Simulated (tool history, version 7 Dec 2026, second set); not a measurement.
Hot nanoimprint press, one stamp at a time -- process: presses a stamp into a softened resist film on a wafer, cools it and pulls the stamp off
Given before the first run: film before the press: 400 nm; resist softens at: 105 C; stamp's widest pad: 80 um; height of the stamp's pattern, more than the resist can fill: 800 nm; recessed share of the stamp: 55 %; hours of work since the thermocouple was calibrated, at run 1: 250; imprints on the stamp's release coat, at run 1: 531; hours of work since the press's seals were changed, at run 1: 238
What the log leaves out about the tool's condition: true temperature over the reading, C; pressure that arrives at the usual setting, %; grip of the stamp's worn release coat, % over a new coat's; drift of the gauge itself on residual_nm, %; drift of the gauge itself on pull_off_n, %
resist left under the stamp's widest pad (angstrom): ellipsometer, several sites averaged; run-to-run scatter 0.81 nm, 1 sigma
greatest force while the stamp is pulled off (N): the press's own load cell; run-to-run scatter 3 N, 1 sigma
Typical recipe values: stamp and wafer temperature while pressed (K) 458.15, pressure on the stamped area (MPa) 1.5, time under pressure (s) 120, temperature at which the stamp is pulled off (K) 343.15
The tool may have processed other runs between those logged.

run	hour	stamp and wafer temperature while pressed (K)	pressure on the stamped area (MPa)	time under pressure (s)	temperature at which the stamp is pulled off (K)	hours of work since the thermocouple was calibrated	imprints on the stamp's release coat	hours of work since the press's seals were changed	resist left under the stamp's widest pad (angstrom)	greatest force while the stamp is pulled off (N)
1	0	458.15	1.5	120	343.15	250	531	238	2228	159
2	7.9	458.15	2.39	120	343.15	254	556	242	1879	164
3	18.4	458.15	2.39	120	343.15	260	588	247	1891	169
4	32.4	458.15	1.5	120	343.15	267	632	255	2243	172
5	41.2	458.15	1.5	120	343.15	272	659	259	2216	169
6	55.1	458.15	1.5	120	343.15	279	702	266	2238	171
7	71.6	458.15	1.5	120	343.15	287	754	275	2219	182
8	84.2	459.15	1.5	120	343.15	294	793	281	2151	179
9	96.8	459.15	1.5	120	343.15	300	832	288	2142	176
10	111.3	454.15	1.5	120	343.15	308	877	295	2505	178
# hour 115.1: plate thermocouple calibrated
11	129.6	454.15	1.5	120	343.15	7	924	303	2459	189
12	142.7	454.15	1.5	120	343.15	14	965	310	2460	190
13	151.9	458.15	2.26	120	343.15	19	993	315	1867	186
# hour 167: plate thermocouple calibrated, once more
14	169.3	458.15	2.26	120	343.15	1	1038	322	2018	192
15	177.5	448.15	1.5	73	343.15	5	1063	326	3302	193
16	189.8	448.15	1.5	138	343.15	12	1101	333	2902	200
17	201.3	448.15	1.5	110	346.15	18	1137	339	3081	192
18	218.1	448.15	1.5	110	346.15	26	1189	347	3084	192
19	227	458.15	1.3	171	346.15	31	1217	352	2162	202
# hour 236.1: stamp cleaned and given a new release coat
20	243.4	467.15	2.32	65	339.15	36	23	357	1884	154
21	259	458.15	1.71	120	348.15	44	71	365	2228	126
22	266.6	458.15	1.37	120	348.15	48	95	369	2402	127
23	277.1	469.15	2.2	120	333.15	54	128	375	1406	165
24	294.5	458.15	2.09	211	343.15	63	182	383	1662	145
25	303.3	467.15	2.03	120	343.15	67	209	388	1558	145
26	320.1	457.15	1.78	155	343.15	76	261	397	2056	153

Entry by entry between the runs, the difference in hidden state between the last listed run before and the first listed run after:
Logged between run 10 and run 11: plate thermocouple calibrated (hour 115.1)
  true temperature over the reading, C: 1.58 -> 2.06; pressure that arrives at the usual setting, %: 97.44 -> 97.37; grip of the stamp's worn release coat, % over a new coat's: 34.5 -> 36.5
  measured result minus the result with no hidden state, resist left under the stamp's widest pad (angstrom): -90 -> -122; greatest force while the stamp is pulled off (N): +41 -> +44
Logged between run 13 and run 14: plate thermocouple calibrated, once more (hour 167)
  true temperature over the reading, C: 2.11 -> -0.08; pressure that arrives at the usual setting, %: 97.27 -> 97.2; grip of the stamp's worn release coat, % over a new coat's: 39.4 -> 41.3
  measured result minus the result with no hidden state, resist left under the stamp's widest pad (angstrom): -104 -> +39; greatest force while the stamp is pulled off (N): +47 -> +56
Logged between run 19 and run 20: stamp cleaned and given a new release coat (hour 236.1)
  true temperature over the reading, C: 0.07 -> 0.1; pressure that arrives at the usual setting, %: 96.95 -> 96.9; grip of the stamp's worn release coat, % over a new coat's: 49.1 -> 0.8
  measured result minus the result with no hidden state, resist left under the stamp's widest pad (angstrom): +17 -> +32; greatest force while the stamp is pulled off (N): +66 -> +1
